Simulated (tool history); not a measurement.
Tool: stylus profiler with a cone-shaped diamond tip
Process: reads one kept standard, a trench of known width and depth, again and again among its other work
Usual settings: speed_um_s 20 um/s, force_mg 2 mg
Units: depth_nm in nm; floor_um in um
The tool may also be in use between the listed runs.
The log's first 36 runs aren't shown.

| run | hour | speed_um_s | force_mg | scans with this tip | hours of work since the height scale was calibrated | depth_nm | floor_um |
|---|---|---|---|---|---|---|---|
| 37 | 1278.2 | 67 | 1.01 | 10350 | 904 | 1004.57 | 94.98 |
| 38 | 1298.2 | 6 | 2.92 | 10509 | 917 | 1008.47 | 95.44 |
| 39 | 1336 | 6 | 2.92 | 10809 | 944 | 1008.72 | 95.42 |
| 40 | 1374.8 | 76 | 1.79 | 11117 | 970 | 1006.42 | 95 |
| 41 | 1413.5 | 20 | 0.86 | 11424 | 997 | 1004.56 | 95.25 |
| 42 | 1447.7 | 72 | 1.14 | 11695 | 1021 | 1004.79 | 94.88 |
| 43 | 1482.9 | 20 | 1.69 | 11975 | 1045 | 1006.55 | 95.18 |
| 44 | 1522 | 69 | 2.14 | 12285 | 1072 | 1006.8 | 95 |
| 45 | 1543.1 | 69 | 2.14 | 12452 | 1087 | 1007.2 | 94.93 |
| 46 | 1576.4 | 69 | 2.14 | 12716 | 1110 | 1007.59 | 94.91 |

3 ways to go on from here, each from the tool as it stands after run 46. What would each give?
| A | 1606.6 | 20 | 5.21 | 12956 | 1131 | ? | ? |
| B | 1606.6 | 11 | 1.07 | 12956 | 1131 | ? | ? |
| C | 1606.6 | 19 | 4.56 | 12956 | 1131 | ? | ? |

| run | depth_nm | floor_um |
|---|---|---|
| A | 1012.4 | 95.13 |
| B | 1005.37 | 95.1 |
| C | 1011.22 | 95.17 |
Without the tool's hidden state the same runs would have given:
| run | depth_nm | floor_um |
|---|---|---|
| A | 1010.91 | 96.44 |
| B | 1003.89 | 96.41 |
| C | 1009.74 | 96.48 |

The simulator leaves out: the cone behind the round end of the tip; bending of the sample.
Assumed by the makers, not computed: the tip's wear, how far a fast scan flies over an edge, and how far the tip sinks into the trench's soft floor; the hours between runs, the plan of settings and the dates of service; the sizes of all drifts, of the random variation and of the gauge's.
